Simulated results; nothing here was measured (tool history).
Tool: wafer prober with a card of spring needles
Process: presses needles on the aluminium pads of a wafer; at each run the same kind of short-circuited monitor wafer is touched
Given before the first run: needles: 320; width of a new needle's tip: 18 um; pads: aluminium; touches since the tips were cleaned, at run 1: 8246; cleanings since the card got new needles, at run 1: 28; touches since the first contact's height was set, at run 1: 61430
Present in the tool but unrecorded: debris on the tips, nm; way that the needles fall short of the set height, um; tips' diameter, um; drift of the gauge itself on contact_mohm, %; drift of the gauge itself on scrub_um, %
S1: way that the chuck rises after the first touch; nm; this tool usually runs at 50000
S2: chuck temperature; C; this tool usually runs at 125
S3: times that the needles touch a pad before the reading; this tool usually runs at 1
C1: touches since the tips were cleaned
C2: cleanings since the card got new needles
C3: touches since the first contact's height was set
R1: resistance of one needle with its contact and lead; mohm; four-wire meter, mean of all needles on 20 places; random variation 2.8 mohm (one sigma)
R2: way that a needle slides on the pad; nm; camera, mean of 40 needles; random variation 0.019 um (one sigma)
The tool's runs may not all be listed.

Run 1, hour 0.0: usual settings; C1 8246; C2 28; C3 61430. Result: R1 385 mohm, R2 11790 nm.
At hour 2.0: tips cleaned on abrasive film.
At hour 24.7: tips cleaned on abrasive film.
Run 2, hour 39.5: usual settings but S1 42000 nm; C1 6654; C2 30; C3 79092. Result: R1 414 mohm, R2 9820 nm.
At hour 45.2: tips cleaned on abrasive film.
At hour 67.1: tips cleaned on abrasive film.
Run 3, hour 67.2: usual settings but S1 42000 nm; C1 56; C2 32; C3 91423. Result: R1 344 mohm, R2 9830 nm.
At hour 87.1: tips cleaned on abrasive film.
Run 4, hour 89.7: usual settings but S1 30000 nm; C1 1131; C2 33; C3 101455. Result: R1 396 mohm, R2 6940 nm.
At hour 106.5: tips cleaned on abrasive film.
At hour 109.8: height of the first contact set anew.
Run 5, hour 111.6: usual settings; C1 2179; C2 34; C3 802. Result: R1 347 mohm, R2 11900 nm.
At hour 127.1: tips cleaned on abrasive film.
Run 6, hour 134.5: usual settings; C1 3328; C2 35; C3 11036. Result: R1 362 mohm, R2 11850 nm.
At hour 148.5: tips cleaned on abrasive film.
At hour 168.5: tips cleaned on abrasive film.
Run 7, hour 173.2: usual settings but S1 46000 nm, S2 118 C, S3 3; C1 2110; C2 37; C3 28321. Result: R1 336 mohm, R2 10880 nm.
At hour 188.2: tips cleaned on abrasive film.
Run 8, hour 203.2: usual settings but S1 46000 nm, S2 118 C, S3 3; C1 6710; C2 38; C3 41712. Result: R1 348 mohm, R2 10850 nm.
At hour 209.3: tips cleaned on abrasive film.
Run 9, hour 225.9: usual settings but S1 55000 nm, S2 38 C; C1 7446; C2 39; C3 51851. Result: R1 353 mohm, R2 13000 nm.
At hour 228.9: tips cleaned on abrasive film.
At hour 250.9: tips cleaned on abrasive film.
Run 10, hour 252.4: usual settings but S1 30000 nm, S2 28 C; C1 677; C2 41; C3 63658. Result: R1 366 mohm, R2 6980 nm.
At hour 271.5: tips cleaned on abrasive film.
At hour 290.7: tips cleaned on abrasive film.
Run 11, hour 290.7: usual settings but S1 55000 nm, S2 28 C; C1 0; C2 43; C3 80802. Result: R1 293 mohm, R2 12900 nm.
At hour 309.9: tips cleaned on abrasive film.
Run 12, hour 326.9: usual settings but S2 45 C, S3 2; C1 7611; C2 44; C3 96981. Result: R1 340 mohm, R2 11710 nm.

Below are 3 alternative next runs, each starting from the tool's condition after run 12. Predict each:
At hour 331.8: tips cleaned on abrasive film.
At hour 351.2: tips cleaned on abrasive film.
At hour 359.1: height of the first contact set anew.
Run A, hour 359.8: usual settings but S1 32000 nm, S2 47 C, S3 2; C1 3707; C2 46; C3 310. Result: R1 ?, R2 ?.
At hour 331.8: tips cleaned on abrasive film.
At hour 351.2: tips cleaned on abrasive film.
At hour 359.1: height of the first contact set anew.
Run B, hour 359.8: usual settings but S1 65000 nm, S2 45 C, S3 2; C1 3707; C2 46; C3 310. Result: R1 ?, R2 ?.
At hour 331.8: tips cleaned on abrasive film.
At hour 351.2: tips cleaned on abrasive film.
At hour 359.1: height of the first contact set anew.
Run C, hour 359.8: usual settings but S1 42000 nm, S2 105 C; C1 3707; C2 46; C3 310. Result: R1 ?, R2 ?.

run   R1     R2
  A  383   7590
  B  301  15470
  C  383  10020
The same runs, with their run-to-run variation unchanged, on a tool lacking any hidden condition would have given:
run   R1     R2
  A  311   7590
  B  281  15470
  C  317  10020
